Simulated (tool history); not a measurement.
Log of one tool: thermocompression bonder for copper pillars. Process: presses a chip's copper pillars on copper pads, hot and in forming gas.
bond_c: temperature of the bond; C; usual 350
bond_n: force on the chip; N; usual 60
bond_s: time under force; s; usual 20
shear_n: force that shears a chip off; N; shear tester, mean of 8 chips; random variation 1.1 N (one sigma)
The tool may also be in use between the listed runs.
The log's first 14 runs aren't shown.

run 15 hour=403.1 | bond_c=348 bond_n=60 bond_s=20 | shear_n=91.0
-- hour=418.5 forming gas filter changed
run 16 hour=427.8 | bond_c=348 bond_n=65 bond_s=20 | shear_n=103.7
run 17 hour=468.0 | bond_c=350 bond_n=60 bond_s=20 | shear_n=97.5
run 18 hour=500.9 | bond_c=350 bond_n=60 bond_s=20 | shear_n=96.2
run 19 hour=522.3 | bond_c=350 bond_n=60 bond_s=20 | shear_n=95.6
run 20 hour=556.1 | bond_c=370 bond_n=90 bond_s=22 | shear_n=135.3
run 21 hour=588.4 | bond_c=352 bond_n=90 bond_s=13 | shear_n=116.4
run 22 hour=607.3 | bond_c=352 bond_n=90 bond_s=13 | shear_n=112.1
run 23 hour=635.9 | bond_c=360 bond_n=54 bond_s=25 | shear_n=101.7
run 24 hour=678.1 | bond_c=344 bond_n=60 bond_s=20 | shear_n=90.0
run 25 hour=718.9 | bond_c=370 bond_n=74 bond_s=26 | shear_n=126.1
run 26 hour=744.3 | bond_c=370 bond_n=74 bond_s=26 | shear_n=125.1
run 27 hour=776.2 | bond_c=370 bond_n=36 bond_s=60 | shear_n=98.4
run 28 hour=815.1 | bond_c=345 bond_n=80 bond_s=20 | shear_n=110.6
run 29 hour=836.2 | bond_c=338 bond_n=60 bond_s=20 | shear_n=83.6
run 30 hour=865.5 | bond_c=341 bond_n=82 bond_s=33 | shear_n=120.9
run 31 hour=900.6 | bond_c=353 bond_n=50 bond_s=15 | shear_n=74.0
run 32 hour=927.0 | bond_c=353 bond_n=50 bond_s=15 | shear_n=74.0
run 33 hour=965.5 | bond_c=353 bond_n=38 bond_s=43 | shear_n=81.6
run 34 hour=990.2 | bond_c=322 bond_n=38 bond_s=43 | shear_n=59.8
run 35 hour=1020.7 | bond_c=322 bond_n=38 bond_s=43 | shear_n=60.9
-- hour=1034.1 forming gas filter changed
run 36 hour=1044.6 | bond_c=354 bond_n=41 bond_s=14 | shear_n=63.6
run 37 hour=1075.1 | bond_c=375 bond_n=41 bond_s=16 | shear_n=78.5

Forecast each of these 5 alternatives for the next run:
run A hour=1113.8 | bond_c=350 bond_n=88 bond_s=20 | shear_n=?
run B hour=1113.8 | bond_c=375 bond_n=39 bond_s=16 | shear_n=?
run C hour=1113.8 | bond_c=350 bond_n=39 bond_s=20 | shear_n=?
run D hour=1113.8 | bond_c=375 bond_n=87 bond_s=39 | shear_n=?
run E hour=1113.8 | bond_c=328 bond_n=60 bond_s=15 | shear_n=?

run=A shear_n=125.8
run=B shear_n=75.4
run=C shear_n=64.5
run=D shear_n=138.6
run=E shear_n=75.0
Without the tool's hidden state the same runs would have given:
run=A shear_n=126.2
run=B shear_n=75.4
run=C shear_n=64.1
run=D shear_n=140.0
run=E shear_n=74.2

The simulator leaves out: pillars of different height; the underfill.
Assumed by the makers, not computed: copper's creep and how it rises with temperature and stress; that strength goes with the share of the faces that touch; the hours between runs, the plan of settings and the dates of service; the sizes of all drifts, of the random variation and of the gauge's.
